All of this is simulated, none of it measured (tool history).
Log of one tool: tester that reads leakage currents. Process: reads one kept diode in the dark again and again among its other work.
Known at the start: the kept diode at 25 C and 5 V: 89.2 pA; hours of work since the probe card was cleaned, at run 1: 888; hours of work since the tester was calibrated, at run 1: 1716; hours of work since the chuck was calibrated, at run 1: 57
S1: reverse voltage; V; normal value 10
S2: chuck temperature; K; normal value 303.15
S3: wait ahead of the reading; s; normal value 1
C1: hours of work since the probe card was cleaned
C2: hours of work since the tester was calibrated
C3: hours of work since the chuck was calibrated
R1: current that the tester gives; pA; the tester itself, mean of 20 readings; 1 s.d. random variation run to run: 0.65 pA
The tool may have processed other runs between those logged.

{"run": 1, "hour": 0.0, "S1": 10, "S2": 303.15, "S3": 1, "C1": 888, "C2": 1716, "C3": 57, "R1": 217.5}
{"run": 2, "hour": 67.2, "S1": 5.2, "S2": 303.15, "S3": 1, "C1": 931, "C2": 1759, "C3": 100, "R1": 146.55}
{"run": 3, "hour": 139.4, "S1": 10, "S2": 330.15, "S3": 1, "C1": 977, "C2": 1805, "C3": 146, "R1": 2130.41}
{"run": 4, "hour": 185.8, "S1": 10, "S2": 330.15, "S3": 1, "C1": 1007, "C2": 1835, "C3": 175, "R1": 2123.57}
{"run": 5, "hour": 255.5, "S1": 10, "S2": 330.15, "S3": 1, "C1": 1051, "C2": 1879, "C3": 219, "R1": 2102.04}
{"run": 6, "hour": 298.1, "S1": 10, "S2": 303.15, "S3": 1, "C1": 1078, "C2": 1906, "C3": 246, "R1": 208.7}
{"run": 7, "hour": 368.8, "S1": 10, "S2": 303.15, "S3": 1, "C1": 1123, "C2": 1951, "C3": 291, "R1": 206.84}
{"run": 8, "hour": 405.7, "S1": 10, "S2": 303.15, "S3": 1, "C1": 1146, "C2": 1974, "C3": 315, "R1": 205.74}
{"run": 9, "hour": 456.9, "S1": 10, "S2": 303.15, "S3": 2.62, "C1": 1179, "C2": 2007, "C3": 347, "R1": 202.71}
{"run": 10, "hour": 499.6, "S1": 10, "S2": 303.15, "S3": 1, "C1": 1206, "C2": 2034, "C3": 375, "R1": 202.75}
{"run": 11, "hour": 569.3, "S1": 10, "S2": 303.15, "S3": 1, "C1": 1250, "C2": 2078, "C3": 419, "R1": 200.94}
{"run": 12, "hour": 637.7, "S1": 4.7, "S2": 303.15, "S3": 1, "C1": 1294, "C2": 2122, "C3": 462, "R1": 127.78}
{"run": 13, "hour": 712.1, "S1": 4.7, "S2": 303.15, "S3": 1, "C1": 1341, "C2": 2169, "C3": 510, "R1": 126.62}
{"run": 14, "hour": 780.0, "S1": 2.8, "S2": 303.15, "S3": 1, "C1": 1384, "C2": 2212, "C3": 553, "R1": 92.9}
{"run": 15, "hour": 843.1, "S1": 10, "S2": 303.15, "S3": 1, "C1": 1424, "C2": 2252, "C3": 593, "R1": 193.49}
{"run": 16, "hour": 907.4, "S1": 10, "S2": 303.15, "S3": 1, "C1": 1465, "C2": 2293, "C3": 634, "R1": 191.54}
{"run": 17, "hour": 940.4, "S1": 1.5, "S2": 303.15, "S3": 2.73, "C1": 1486, "C2": 2314, "C3": 655, "R1": 62.89}
{"run": 18, "hour": 1011.1, "S1": 1.5, "S2": 303.15, "S3": 2.73, "C1": 1531, "C2": 2359, "C3": 700, "R1": 62.4}
{"run": 19, "hour": 1060.7, "S1": 1.5, "S2": 303.15, "S3": 2.73, "C1": 1562, "C2": 2391, "C3": 731, "R1": 62.13}
{"hour": 1090.5, "done": "tester calibrated"}
{"run": 20, "hour": 1100.0, "S1": 1.5, "S2": 301.15, "S3": 2.73, "C1": 1586, "C2": 6, "C3": 755, "R1": 50.32}
{"run": 21, "hour": 1133.8, "S1": 1.5, "S2": 301.15, "S3": 2.73, "C1": 1608, "C2": 27, "C3": 776, "R1": 49.94}
{"hour": 1152.0, "done": "chuck's temperature calibrated"}
{"run": 22, "hour": 1174.9, "S1": 15.1, "S2": 298.15, "S3": 1, "C1": 1633, "C2": 52, "C3": 15, "R1": 176.9}
{"run": 23, "hour": 1245.3, "S1": 15.1, "S2": 298.15, "S3": 1, "C1": 1677, "C2": 97, "C3": 59, "R1": 174.74}
{"run": 24, "hour": 1310.6, "S1": 17.8, "S2": 311.15, "S3": 5.3, "C1": 1719, "C2": 139, "C3": 101, "R1": 611.3}
{"run": 25, "hour": 1349.4, "S1": 1.5, "S2": 303.15, "S3": 1, "C1": 1743, "C2": 163, "C3": 125, "R1": 70.1}
{"run": 26, "hour": 1411.6, "S1": 1.1, "S2": 303.15, "S3": 2.92, "C1": 1783, "C2": 203, "C3": 165, "R1": 58.15}
{"run": 27, "hour": 1459.5, "S1": 4.6, "S2": 305.15, "S3": 1, "C1": 1813, "C2": 233, "C3": 195, "R1": 160.51}
{"run": 28, "hour": 1506.3, "S1": 4.6, "S2": 305.15, "S3": 1, "C1": 1843, "C2": 263, "C3": 225, "R1": 158.57}
{"run": 29, "hour": 1578.4, "S1": 4.6, "S2": 299.15, "S3": 0.42, "C1": 1889, "C2": 309, "C3": 271, "R1": 91.23}
{"run": 30, "hour": 1652.7, "S1": 4.6, "S2": 319.15, "S3": 0.42, "C1": 1936, "C2": 356, "C3": 318, "R1": 532.17}
{"run": 31, "hour": 1699.1, "S1": 10, "S2": 328.15, "S3": 1, "C1": 1966, "C2": 385, "C3": 348, "R1": 1728.67}

For some of the steps in R1 from one run to the next: how much would appear even if the tool had no hidden state, given the settings, what came in and random variation, and how much remains for the hidden state plus any gauge scatter that the measured result and the result without hidden state don't share?
The hidden state here: stray current of the dirty probe card, pA a volt; current scale over the true one, %; true chuck temperature over the reading, C; drift of the gauge itself on leakage_pa, %.
Run 2 -> 3: S1 5.2 -> 10, S2 303.15 -> 330.15. R1 +1983.86 pA: hidden state -34.68, all else +2018.54.
Run 5 -> 6: S2 330.15 -> 303.15. R1 -1893.34 pA: hidden state +60.13, all else -1953.47.
Run 30 -> 31: S1 4.6 -> 10, S2 319.15 -> 328.15, S3 0.42 -> 1. R1 +1196.5 pA: hidden state -87.85, all else +1284.35.

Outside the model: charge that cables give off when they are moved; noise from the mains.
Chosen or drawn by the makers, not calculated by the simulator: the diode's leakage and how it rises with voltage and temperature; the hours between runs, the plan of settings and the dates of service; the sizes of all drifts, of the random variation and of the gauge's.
